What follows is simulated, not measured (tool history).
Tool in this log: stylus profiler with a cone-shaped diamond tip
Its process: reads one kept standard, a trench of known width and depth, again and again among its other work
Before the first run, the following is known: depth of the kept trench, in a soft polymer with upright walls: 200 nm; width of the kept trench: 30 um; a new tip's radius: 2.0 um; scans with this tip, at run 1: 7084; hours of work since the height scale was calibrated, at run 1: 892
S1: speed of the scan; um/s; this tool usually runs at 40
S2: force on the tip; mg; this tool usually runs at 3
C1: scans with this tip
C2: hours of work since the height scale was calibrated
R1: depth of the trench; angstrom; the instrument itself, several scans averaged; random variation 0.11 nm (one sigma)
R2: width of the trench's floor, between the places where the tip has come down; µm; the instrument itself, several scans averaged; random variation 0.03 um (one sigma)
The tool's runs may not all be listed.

Run 1, hour 0: usual settings; C1 7084; C2 892. Result: R1 2037 angstrom, R2 28.14 µm.
Run 2, hour 23.8: usual settings but S1 17 um/s; C1 7218; C2 909. Result: R1 2036.8 angstrom, R2 28.17 µm.
Run 3, hour 61.9: usual settings but S1 17 um/s; C1 7433; C2 936. Result: R1 2036.4 angstrom, R2 28.19 µm.
Run 4, hour 95.1: usual settings but S1 17 um/s; C1 7621; C2 959. Result: R1 2037.5 angstrom, R2 28.18 µm.
Run 5, hour 130.4: usual settings but S2 7.44 mg; C1 7821; C2 984. Result: R1 2066.4 angstrom, R2 28.17 µm.
Run 6, hour 170.9: usual settings but S2 7.44 mg; C1 8050; C2 1013. Result: R1 2069.1 angstrom, R2 28.18 µm.
Run 7, hour 197.9: usual settings but S1 16 um/s, S2 7.44 mg; C1 8203; C2 1032. Result: R1 2066.8 angstrom, R2 28.18 µm.
Run 8, hour 225.4: usual settings but S2 3.75 mg; C1 8358; C2 1052. Result: R1 2042.7 angstrom, R2 28.18 µm.
Run 9, hour 245.1: usual settings but S2 3.75 mg; C1 8470; C2 1066. Result: R1 2042.3 angstrom, R2 28.13 µm.
Run 10, hour 276.5: usual settings but S2 5.03 mg; C1 8647; C2 1088. Result: R1 2053.2 angstrom, R2 28.2 µm.
Run 11, hour 301.2: usual settings but S2 5.03 mg; C1 8787; C2 1106. Result: R1 2051.8 angstrom, R2 28.12 µm.
Run 12, hour 331.4: usual settings but S2 3.09 mg; C1 8957; C2 1127. Result: R1 2039.3 angstrom, R2 28.12 µm.
Run 13, hour 360.8: usual settings; C1 9124; C2 1148. Result: R1 2037.4 angstrom, R2 28.14 µm.
Run 14, hour 391: usual settings; C1 9295; C2 1170. Result: R1 2038.9 angstrom, R2 28.11 µm.
Run 15, hour 409.4: usual settings; C1 9398; C2 1183. Result: R1 2036.9 angstrom, R2 28.09 µm.
Run 16, hour 432.3: usual settings; C1 9528; C2 1199. Result: R1 2035.5 angstrom, R2 28.1 µm.
Run 17, hour 464.1: usual settings; C1 9708; C2 1222. Result: R1 2036.4 angstrom, R2 28.15 µm.
At hour 497: new tip fitted, height scale calibrated.
Run 18, hour 497.9: usual settings but S2 1.53 mg; C1 5; C2 1. Result: R1 2024 angstrom, R2 28.11 µm.
Run 19, hour 523.2: usual settings but S1 13 um/s, S2 1.43 mg; C1 148; C2 19. Result: R1 2022.9 angstrom, R2 28.24 µm.
Run 20, hour 562.5: usual settings but S1 13 um/s, S2 1.43 mg; C1 371; C2 47. Result: R1 2023.1 angstrom, R2 28.19 µm.
Run 21, hour 603.4: usual settings but S1 13 um/s, S2 1.43 mg; C1 602; C2 76. Result: R1 2023.4 angstrom, R2 28.22 µm.
Run 22, hour 626.3: usual settings but S1 96 um/s, S2 1.78 mg; C1 731; C2 92. Result: R1 2025.2 angstrom, R2 27.93 µm.
Run 23, hour 666.9: usual settings but S1 10 um/s, S2 1.57 mg; C1 961; C2 121. Result: R1 2026.8 angstrom, R2 28.19 µm.
Run 24, hour 692.5: usual settings but S1 10 um/s, S2 1.57 mg; C1 1106; C2 139. Result: R1 2023.5 angstrom, R2 28.21 µm.
Run 25, hour 716.2: usual settings but S1 10 um/s, S2 1.57 mg; C1 1240; C2 156. Result: R1 2025 angstrom, R2 28.19 µm.
Run 26, hour 735.8: usual settings but S1 10 um/s, S2 1.57 mg; C1 1350; C2 170. Result: R1 2023.1 angstrom, R2 28.21 µm.
Run 27, hour 768.9: usual settings but S1 10 um/s, S2 1.57 mg; C1 1538; C2 194. Result: R1 2023.4 angstrom, R2 28.22 µm.
Run 28, hour 806.4: usual settings but S1 10 um/s, S2 1.57 mg; C1 1750; C2 220. Result: R1 2022.6 angstrom, R2 28.26 µm.
Run 29, hour 837.2: usual settings but S2 7.13 mg; C1 1924; C2 242. Result: R1 2066.2 angstrom, R2 28.25 µm.
Run 30, hour 873.9: usual settings but S1 11 um/s, S2 1.02 mg; C1 2131; C2 268. Result: R1 2017.6 angstrom, R2 28.22 µm.
Run 31, hour 912.8: usual settings but S1 141 um/s, S2 2.15 mg; C1 2351; C2 296. Result: R1 2030.5 angstrom, R2 27.8 µm.
Run 32, hour 931.1: usual settings but S1 141 um/s, S2 2.15 mg; C1 2455; C2 309. Result: R1 2027.8 angstrom, R2 27.82 µm.

Take each entry between the runs: how does the hidden state at the last listed run before it differ from the hidden state at the first listed run after it?
After run 17, before run 18: new tip fitted, height scale calibrated (hour 497)
  radius of the tip, um: 2.05 -> 2; height scale over the true one, %: -0.009 -> 0

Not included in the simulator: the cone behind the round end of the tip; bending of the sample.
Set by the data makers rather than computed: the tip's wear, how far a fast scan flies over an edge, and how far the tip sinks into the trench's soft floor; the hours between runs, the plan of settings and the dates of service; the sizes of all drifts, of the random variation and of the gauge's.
